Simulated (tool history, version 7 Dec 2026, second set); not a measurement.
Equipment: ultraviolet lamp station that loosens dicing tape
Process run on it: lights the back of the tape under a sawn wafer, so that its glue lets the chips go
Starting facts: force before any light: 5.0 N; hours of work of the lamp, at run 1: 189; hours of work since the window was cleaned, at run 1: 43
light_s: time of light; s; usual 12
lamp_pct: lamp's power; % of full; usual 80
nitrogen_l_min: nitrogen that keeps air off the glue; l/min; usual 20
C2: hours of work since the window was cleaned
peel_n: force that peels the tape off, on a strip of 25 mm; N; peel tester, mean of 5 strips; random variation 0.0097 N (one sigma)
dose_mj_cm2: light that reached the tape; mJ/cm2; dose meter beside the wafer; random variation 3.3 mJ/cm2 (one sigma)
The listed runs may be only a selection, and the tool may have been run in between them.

{"run": 1, "day": 0.0, "light_s": 12, "lamp_pct": 80, "nitrogen_l_min": 20, "hours of work of the lamp": 189, "C2": 43, "peel_n": 0.474, "dose_mj_cm2": 474}
{"run": 2, "day": 0.246, "light_s": 12, "lamp_pct": 80, "nitrogen_l_min": 20, "hours of work of the lamp": 193, "C2": 47, "peel_n": 0.476, "dose_mj_cm2": 480}
{"run": 3, "day": 0.546, "light_s": 12, "lamp_pct": 80, "nitrogen_l_min": 29, "hours of work of the lamp": 197, "C2": 51, "peel_n": 0.41, "dose_mj_cm2": 475}
{"run": 4, "day": 0.812, "light_s": 12, "lamp_pct": 80, "nitrogen_l_min": 29, "hours of work of the lamp": 202, "C2": 55, "peel_n": 0.385, "dose_mj_cm2": 469}
{"run": 5, "day": 1.233, "light_s": 12, "lamp_pct": 80, "nitrogen_l_min": 13, "hours of work of the lamp": 208, "C2": 62, "peel_n": 0.653, "dose_mj_cm2": 468}
{"run": 6, "day": 1.667, "light_s": 12, "lamp_pct": 80, "nitrogen_l_min": 13, "hours of work of the lamp": 215, "C2": 68, "peel_n": 0.636, "dose_mj_cm2": 468}
{"run": 7, "day": 1.867, "light_s": 12, "lamp_pct": 80, "nitrogen_l_min": 13, "hours of work of the lamp": 218, "C2": 71, "peel_n": 0.617, "dose_mj_cm2": 472}
{"run": 8, "day": 2.192, "light_s": 12, "lamp_pct": 65, "nitrogen_l_min": 20, "hours of work of the lamp": 223, "C2": 76, "peel_n": 0.673, "dose_mj_cm2": 375}
{"run": 9, "day": 2.492, "light_s": 12, "lamp_pct": 60, "nitrogen_l_min": 20, "hours of work of the lamp": 227, "C2": 81, "peel_n": 0.817, "dose_mj_cm2": 351}
{"run": 10, "day": 2.838, "light_s": 12, "lamp_pct": 83, "nitrogen_l_min": 20, "hours of work of the lamp": 233, "C2": 86, "peel_n": 0.471, "dose_mj_cm2": 482}
{"run": 11, "day": 3.2, "light_s": 21, "lamp_pct": 90, "nitrogen_l_min": 20, "hours of work of the lamp": 238, "C2": 92, "peel_n": 0.218, "dose_mj_cm2": 913}
{"run": 12, "day": 3.658, "light_s": 21, "lamp_pct": 90, "nitrogen_l_min": 20, "hours of work of the lamp": 245, "C2": 99, "peel_n": 0.216, "dose_mj_cm2": 906}
{"run": 13, "day": 3.862, "light_s": 11, "lamp_pct": 74, "nitrogen_l_min": 14, "hours of work of the lamp": 248, "C2": 102, "peel_n": 0.82, "dose_mj_cm2": 394}

Run 14 is up next; what results do you expect?
{"run": 14, "day": 4.058, "light_s": 12, "lamp_pct": 73, "nitrogen_l_min": 20, "hours of work of the lamp": 251, "C2": 105, "peel_n": "?", "dose_mj_cm2": "?"}

For run 14 the tool returned peel_n 0.587 N, dose_mj_cm2 422 mJ/cm2.
Minus the tool's unlogged condition, the same run would have read peel_n 0.492 N, dose_mj_cm2 469 mJ/cm2.
